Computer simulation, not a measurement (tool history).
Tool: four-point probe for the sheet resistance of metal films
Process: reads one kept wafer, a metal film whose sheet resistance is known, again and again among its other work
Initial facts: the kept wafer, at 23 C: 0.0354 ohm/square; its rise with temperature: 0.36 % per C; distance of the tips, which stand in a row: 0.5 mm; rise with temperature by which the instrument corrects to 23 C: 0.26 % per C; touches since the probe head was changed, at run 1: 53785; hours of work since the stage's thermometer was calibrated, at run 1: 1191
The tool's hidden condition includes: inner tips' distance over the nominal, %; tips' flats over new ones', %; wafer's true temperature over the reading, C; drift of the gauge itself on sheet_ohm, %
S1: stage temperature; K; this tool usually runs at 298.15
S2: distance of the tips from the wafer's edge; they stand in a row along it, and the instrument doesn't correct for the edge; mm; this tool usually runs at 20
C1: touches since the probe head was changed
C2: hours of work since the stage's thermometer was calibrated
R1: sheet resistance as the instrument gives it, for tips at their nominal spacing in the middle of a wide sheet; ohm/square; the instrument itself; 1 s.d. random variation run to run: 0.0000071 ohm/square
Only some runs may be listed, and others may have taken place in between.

{"run": 1, "hour": 0.0, "S1": 298.15, "S2": 20, "C1": 53785, "C2": 1191, "R1": 0.0358}
{"run": 2, "hour": 55.0, "S1": 298.15, "S2": 20, "C1": 55249, "C2": 1220, "R1": 0.035803}
{"run": 3, "hour": 117.3, "S1": 298.15, "S2": 20, "C1": 56909, "C2": 1252, "R1": 0.035826}
{"run": 4, "hour": 200.4, "S1": 298.15, "S2": 20, "C1": 59121, "C2": 1296, "R1": 0.035819}
{"run": 5, "hour": 260.3, "S1": 298.15, "S2": 20, "C1": 60718, "C2": 1327, "R1": 0.035854}
{"run": 6, "hour": 315.0, "S1": 298.15, "S2": 20, "C1": 62174, "C2": 1356, "R1": 0.03583}
{"run": 7, "hour": 350.9, "S1": 298.15, "S2": 20, "C1": 63130, "C2": 1374, "R1": 0.035834}
{"run": 8, "hour": 389.5, "S1": 297.15, "S2": 20, "C1": 64159, "C2": 1395, "R1": 0.035813}
{"run": 9, "hour": 432.6, "S1": 297.15, "S2": 16, "C1": 65306, "C2": 1417, "R1": 0.035814}
{"run": 10, "hour": 515.6, "S1": 301.15, "S2": 20, "C1": 67517, "C2": 1460, "R1": 0.035962}
{"run": 11, "hour": 571.2, "S1": 298.15, "S2": 20, "C1": 68997, "C2": 1489, "R1": 0.035853}
{"run": 12, "hour": 606.4, "S1": 298.15, "S2": 4, "C1": 69935, "C2": 1508, "R1": 0.036157}
{"run": 13, "hour": 671.3, "S1": 298.15, "S2": 4, "C1": 71666, "C2": 1542, "R1": 0.036166}
{"run": 14, "hour": 719.7, "S1": 298.15, "S2": 4, "C1": 72952, "C2": 1567, "R1": 0.036158}
{"run": 15, "hour": 795.1, "S1": 298.15, "S2": 4, "C1": 74962, "C2": 1606, "R1": 0.036175}
{"run": 16, "hour": 879.7, "S1": 298.15, "S2": 4, "C1": 77215, "C2": 1651, "R1": 0.036189}
{"run": 17, "hour": 930.3, "S1": 296.15, "S2": 20, "C1": 78562, "C2": 1677, "R1": 0.035819}
{"run": 18, "hour": 1012.3, "S1": 296.15, "S2": 20, "C1": 80746, "C2": 1720, "R1": 0.035835}
{"run": 19, "hour": 1080.9, "S1": 296.15, "S2": 20, "C1": 82575, "C2": 1756, "R1": 0.035841}
{"run": 20, "hour": 1120.4, "S1": 298.15, "S2": 6, "C1": 83627, "C2": 1776, "R1": 0.036021}
{"hour": 1177.2, "done": "stage's thermometer calibrated"}
{"run": 21, "hour": 1201.0, "S1": 298.15, "S2": 6, "C1": 85760, "C2": 12, "R1": 0.036113}
{"run": 22, "hour": 1260.7, "S1": 298.15, "S2": 6, "C1": 87349, "C2": 44, "R1": 0.036105}
{"run": 23, "hour": 1339.9, "S1": 299.15, "S2": 68, "C1": 89458, "C2": 85, "R1": 0.036023}
{"run": 24, "hour": 1409.4, "S1": 301.15, "S2": 42, "C1": 91311, "C2": 121, "R1": 0.036096}
{"run": 25, "hour": 1476.8, "S1": 303.15, "S2": 4, "C1": 93105, "C2": 157, "R1": 0.036469}
{"run": 26, "hour": 1552.5, "S1": 303.15, "S2": 4, "C1": 95121, "C2": 196, "R1": 0.036478}
{"run": 27, "hour": 1594.1, "S1": 303.15, "S2": 4, "C1": 96230, "C2": 218, "R1": 0.03647}
{"hour": 1631.0, "done": "new probe head fitted"}
{"run": 28, "hour": 1659.2, "S1": 298.15, "S2": 3, "C1": 751, "C2": 251, "R1": 0.036047}
{"run": 29, "hour": 1702.6, "S1": 302.15, "S2": 5, "C1": 1908, "C2": 274, "R1": 0.035839}
{"run": 30, "hour": 1741.8, "S1": 302.15, "S2": 5, "C1": 2953, "C2": 294, "R1": 0.035843}
{"run": 31, "hour": 1821.4, "S1": 302.15, "S2": 22, "C1": 5073, "C2": 336, "R1": 0.035669}
{"run": 32, "hour": 1896.4, "S1": 302.15, "S2": 4, "C1": 7071, "C2": 375, "R1": 0.035974}
{"run": 33, "hour": 1935.1, "S1": 302.15, "S2": 4, "C1": 8100, "C2": 395, "R1": 0.035963}
{"run": 34, "hour": 1992.0, "S1": 302.15, "S2": 4, "C1": 9616, "C2": 425, "R1": 0.035968}
{"run": 35, "hour": 2064.4, "S1": 303.15, "S2": 11, "C1": 11545, "C2": 463, "R1": 0.035745}
{"run": 36, "hour": 2126.0, "S1": 298.15, "S2": 20, "C1": 13186, "C2": 495, "R1": 0.035556}
{"run": 37, "hour": 2177.4, "S1": 298.15, "S2": 20, "C1": 14553, "C2": 522, "R1": 0.035563}

What will run 38 give?
{"run": 38, "hour": 2232.4, "S1": 298.15, "S2": 20, "C1": 16018, "C2": 551, "R1": "?"}

R1: 0.035563 ohm/square
Had the tool carried no hidden state, the very same run would have given R1 0.035471 ohm/square.
